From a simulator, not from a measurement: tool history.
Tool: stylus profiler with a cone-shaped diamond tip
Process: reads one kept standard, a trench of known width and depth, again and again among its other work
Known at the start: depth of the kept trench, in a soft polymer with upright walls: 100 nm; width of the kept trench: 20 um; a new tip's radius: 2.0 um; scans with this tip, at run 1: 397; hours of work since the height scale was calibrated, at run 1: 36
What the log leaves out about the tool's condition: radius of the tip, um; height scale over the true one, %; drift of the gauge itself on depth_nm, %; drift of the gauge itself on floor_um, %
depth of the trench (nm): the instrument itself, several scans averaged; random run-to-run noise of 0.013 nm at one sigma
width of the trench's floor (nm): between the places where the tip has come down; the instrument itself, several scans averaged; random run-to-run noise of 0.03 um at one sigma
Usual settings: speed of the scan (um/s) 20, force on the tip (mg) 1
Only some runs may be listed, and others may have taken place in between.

run,hour,speed of the scan (um/s),force on the tip (mg),scans with this tip,hours of work since the height scale was calibrated,depth of the trench (nm),width of the trench's floor (nm)
1,0,20,1,397,36,100.93,18580
2,51.4,20,1,738,68,100.94,18590
3,84.8,20,1,960,88,100.95,18540
4,111.9,61,1,1140,105,100.95,18220
5,152.1,61,1,1407,129,100.97,18200
6,212.9,19,1,1811,166,100.98,18470
7,252,19,1,2071,190,101,18500
8,302.7,20,1.47,2407,221,101.25,18490
9,355.4,20,1.47,2757,253,101.25,18480
10,397.6,20,1.47,3038,279,101.27,18460
11,445.8,20,1.47,3358,308,101.27,18390
12,476,20,1.47,3558,327,101.31,18460
13,518.5,43,1.7,3840,352,101.39,18300
14,566.6,67,2.65,4160,382,101.87,18230
15,620,67,2.65,4515,414,101.87,18190
16,659.2,6,1,4774,438,101.02,18530
17,707.5,20,0.51,5096,468,100.7,18310
18,753,20,0.51,5398,495,100.71,18350
19,812.8,20,0.51,5795,532,100.72,18270
20,852.6,20,0.51,6059,556,100.73,18270
21,891.1,20,0.37,6315,579,100.57,18190
22,930.7,7,1.04,6578,604,101.08,18410
23,960.8,7,1.04,6778,622,101.08,18370
24,1000.5,37,1.96,7041,646,101.6,18220

How would selected steps in depth of the trench (nm) from run to run divide? Give the signed amount a tool lacking its hidden state would still show from settings, what came in and random variation, and the signed amount left for the hidden state, including any gauge scatter that is not in both of the compared results.
Run 1 -> 2: settings left as they were, no log entry in between. depth of the trench (nm) +0.01: hidden state +0.01, all else +0.
Run 4 -> 5: settings left as they were, no log entry in between. depth of the trench (nm) +0.02: hidden state +0.01, all else +0.01.
Run 15 -> 16: speed of the scan (um/s) 67 -> 6, force on the tip (mg) 2.65 -> 1. depth of the trench (nm) -0.85: hidden state +0, all else -0.85.
Run 23 -> 24: speed of the scan (um/s) 7 -> 37, force on the tip (mg) 1.04 -> 1.96. depth of the trench (nm) +0.52: hidden state +0.01, all else +0.51.

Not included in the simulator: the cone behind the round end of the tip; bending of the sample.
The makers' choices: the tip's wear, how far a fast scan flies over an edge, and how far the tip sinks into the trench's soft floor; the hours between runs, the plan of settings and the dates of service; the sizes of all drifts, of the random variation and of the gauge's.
